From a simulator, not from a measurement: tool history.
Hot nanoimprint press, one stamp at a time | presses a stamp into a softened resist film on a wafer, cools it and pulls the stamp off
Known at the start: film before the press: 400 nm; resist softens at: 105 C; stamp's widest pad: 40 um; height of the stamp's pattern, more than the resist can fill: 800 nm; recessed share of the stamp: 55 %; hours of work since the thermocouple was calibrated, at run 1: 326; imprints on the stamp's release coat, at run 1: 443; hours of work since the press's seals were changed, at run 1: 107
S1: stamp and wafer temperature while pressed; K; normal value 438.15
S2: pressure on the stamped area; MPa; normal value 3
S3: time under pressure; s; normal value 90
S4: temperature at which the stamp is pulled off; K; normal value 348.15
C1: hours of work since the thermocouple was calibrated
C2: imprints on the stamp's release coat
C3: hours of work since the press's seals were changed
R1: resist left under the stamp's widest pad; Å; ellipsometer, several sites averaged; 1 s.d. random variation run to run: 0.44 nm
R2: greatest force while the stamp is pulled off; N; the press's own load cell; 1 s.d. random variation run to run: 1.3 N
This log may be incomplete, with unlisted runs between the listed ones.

{"run": 1, "day": 0.0, "S1": 438.15, "S2": 3, "S3": 90, "S4": 348.15, "C1": 326, "C2": 443, "C3": 107, "R1": 2097, "R2": 106}
{"run": 2, "day": 0.583, "S1": 438.15, "S2": 3, "S3": 90, "S4": 335.15, "C1": 335, "C2": 490, "C3": 116, "R1": 2091, "R2": 136}
{"run": 3, "day": 1.308, "S1": 438.15, "S2": 3, "S3": 90, "S4": 335.15, "C1": 345, "C2": 549, "C3": 126, "R1": 2086, "R2": 141}
{"run": 4, "day": 2.021, "S1": 438.15, "S2": 3, "S3": 90, "S4": 335.15, "C1": 355, "C2": 606, "C3": 136, "R1": 2087, "R2": 141}
{"run": 5, "day": 3.129, "S1": 438.15, "S2": 3, "S3": 50, "S4": 348.15, "C1": 371, "C2": 696, "C3": 152, "R1": 2469, "R2": 118}
{"day": 3.55, "done": "stamp cleaned and given a new release coat"}
{"run": 6, "day": 3.954, "S1": 438.15, "S2": 3, "S3": 50, "S4": 348.15, "C1": 379, "C2": 32, "C3": 160, "R1": 2469, "R2": 90}
{"run": 7, "day": 5.012, "S1": 438.15, "S2": 3, "S3": 50, "S4": 348.15, "C1": 394, "C2": 118, "C3": 175, "R1": 2466, "R2": 97}
{"day": 5.842, "done": "plate thermocouple calibrated"}
{"run": 8, "day": 6.012, "S1": 438.15, "S2": 3, "S3": 90, "S4": 342.15, "C1": 2, "C2": 188, "C3": 187, "R1": 2192, "R2": 113}
{"run": 9, "day": 6.862, "S1": 438.15, "S2": 3, "S3": 90, "S4": 342.15, "C1": 15, "C2": 257, "C3": 200, "R1": 2179, "R2": 115}
{"run": 10, "day": 7.838, "S1": 438.15, "S2": 3, "S3": 90, "S4": 342.15, "C1": 28, "C2": 336, "C3": 213, "R1": 2195, "R2": 115}
{"run": 11, "day": 8.825, "S1": 438.15, "S2": 3, "S3": 90, "S4": 342.15, "C1": 42, "C2": 416, "C3": 227, "R1": 2175, "R2": 123}
{"run": 12, "day": 9.788, "S1": 438.15, "S2": 3, "S3": 90, "S4": 342.15, "C1": 56, "C2": 493, "C3": 241, "R1": 2184, "R2": 123}
{"run": 13, "day": 10.779, "S1": 438.15, "S2": 3, "S3": 90, "S4": 342.15, "C1": 70, "C2": 574, "C3": 255, "R1": 2176, "R2": 127}
{"run": 14, "day": 11.604, "S1": 438.15, "S2": 3, "S3": 58, "S4": 348.15, "C1": 82, "C2": 640, "C3": 267, "R1": 2476, "R2": 117}
{"run": 15, "day": 12.183, "S1": 438.15, "S2": 3, "S3": 58, "S4": 353.15, "C1": 90, "C2": 687, "C3": 275, "R1": 2466, "R2": 108}
{"day": 12.629, "done": "stamp cleaned and given a new release coat"}
{"run": 16, "day": 13.55, "S1": 438.15, "S2": 3, "S3": 58, "S4": 349.15, "C1": 106, "C2": 74, "C3": 291, "R1": 2466, "R2": 95}
{"run": 17, "day": 14.5, "S1": 427.15, "S2": 3.28, "S3": 58, "S4": 342.15, "C1": 119, "C2": 151, "C3": 304, "R1": 3475, "R2": 109}
{"run": 18, "day": 15.429, "S1": 448.15, "S2": 3, "S3": 90, "S4": 344.15, "C1": 133, "C2": 226, "C3": 318, "R1": 1336, "R2": 107}
{"run": 19, "day": 16.417, "S1": 444.15, "S2": 1.83, "S3": 90, "S4": 354.15, "C1": 147, "C2": 306, "C3": 332, "R1": 2120, "R2": 93}
{"run": 20, "day": 17.112, "S1": 444.15, "S2": 1.83, "S3": 90, "S4": 354.15, "C1": 157, "C2": 362, "C3": 342, "R1": 2111, "R2": 94}
{"run": 21, "day": 18.112, "S1": 431.15, "S2": 4.09, "S3": 48, "S4": 351.15, "C1": 171, "C2": 443, "C3": 356, "R1": 2997, "R2": 100}
{"run": 22, "day": 18.912, "S1": 438.15, "S2": 3, "S3": 65, "S4": 348.15, "C1": 182, "C2": 507, "C3": 367, "R1": 2373, "R2": 109}
{"run": 23, "day": 20.025, "S1": 438.15, "S2": 2.2, "S3": 90, "S4": 348.15, "C1": 198, "C2": 598, "C3": 383, "R1": 2503, "R2": 115}
{"run": 24, "day": 20.946, "S1": 435.15, "S2": 2.2, "S3": 128, "S4": 348.15, "C1": 211, "C2": 672, "C3": 396, "R1": 2588, "R2": 117}
{"day": 21.567, "done": "stamp cleaned and given a new release coat"}
{"run": 25, "day": 22.096, "S1": 438.15, "S2": 2.97, "S3": 48, "S4": 348.15, "C1": 224, "C2": 43, "C3": 409, "R1": 2581, "R2": 94}
{"run": 26, "day": 23.071, "S1": 448.15, "S2": 2.97, "S3": 74, "S4": 349.15, "C1": 238, "C2": 121, "C3": 423, "R1": 1425, "R2": 95}
{"run": 27, "day": 23.642, "S1": 430.15, "S2": 3, "S3": 90, "S4": 334.15, "C1": 246, "C2": 167, "C3": 431, "R1": 3026, "R2": 124}
{"run": 28, "day": 24.792, "S1": 438.15, "S2": 3.97, "S3": 90, "S4": 348.15, "C1": 262, "C2": 260, "C3": 447, "R1": 1851, "R2": 102}
{"run": 29, "day": 25.542, "S1": 438.15, "S2": 3.97, "S3": 90, "S4": 348.15, "C1": 273, "C2": 321, "C3": 458, "R1": 1848, "R2": 104}
{"run": 30, "day": 26.633, "S1": 438.15, "S2": 1.93, "S3": 129, "S4": 336.15, "C1": 288, "C2": 409, "C3": 473, "R1": 2397, "R2": 127}
{"run": 31, "day": 27.646, "S1": 443.15, "S2": 3.9, "S3": 113, "S4": 352.15, "C1": 303, "C2": 491, "C3": 488, "R1": 1329, "R2": 104}

The logged runs with the hidden state left out (each run's random variation unchanged):
Hidden state present: true temperature over the reading, C; pressure that arrives at the usual setting, %; grip of the stamp's worn release coat, % over a new coat's; drift of the gauge itself on residual_nm, %; drift of the gauge itself on pull_off_n, %.
run=1 R1=2207 R2=92
run=2 R1=2202 R2=116
run=3 R1=2199 R2=118
run=4 R1=2202 R2=115
run=5 R1=2590 R2=94
run=6 R1=2592 R2=91
run=7 R1=2592 R2=95
run=8 R1=2201 R2=106
run=9 R1=2190 R2=105
run=10 R1=2209 R2=102
run=11 R1=2191 R2=106
run=12 R1=2203 R2=103
run=13 R1=2197 R2=104
run=14 R1=2500 R2=94
run=15 R1=2492 R2=85
run=16 R1=2494 R2=93
run=17 R1=3498 R2=103
run=18 R1=1355 R2=99
run=19 R1=2153 R2=84
run=20 R1=2146 R2=83
run=21 R1=3036 R2=86
run=22 R1=2415 R2=92
run=23 R1=2550 R2=94
run=24 R1=2639 R2=93
run=25 R1=2631 R2=93
run=26 R1=1457 R2=91
run=27 R1=3081 R2=117
run=28 R1=1900 R2=94
run=29 R1=1899 R2=94
run=30 R1=2462 R2=110
run=31 R1=1369 R2=89

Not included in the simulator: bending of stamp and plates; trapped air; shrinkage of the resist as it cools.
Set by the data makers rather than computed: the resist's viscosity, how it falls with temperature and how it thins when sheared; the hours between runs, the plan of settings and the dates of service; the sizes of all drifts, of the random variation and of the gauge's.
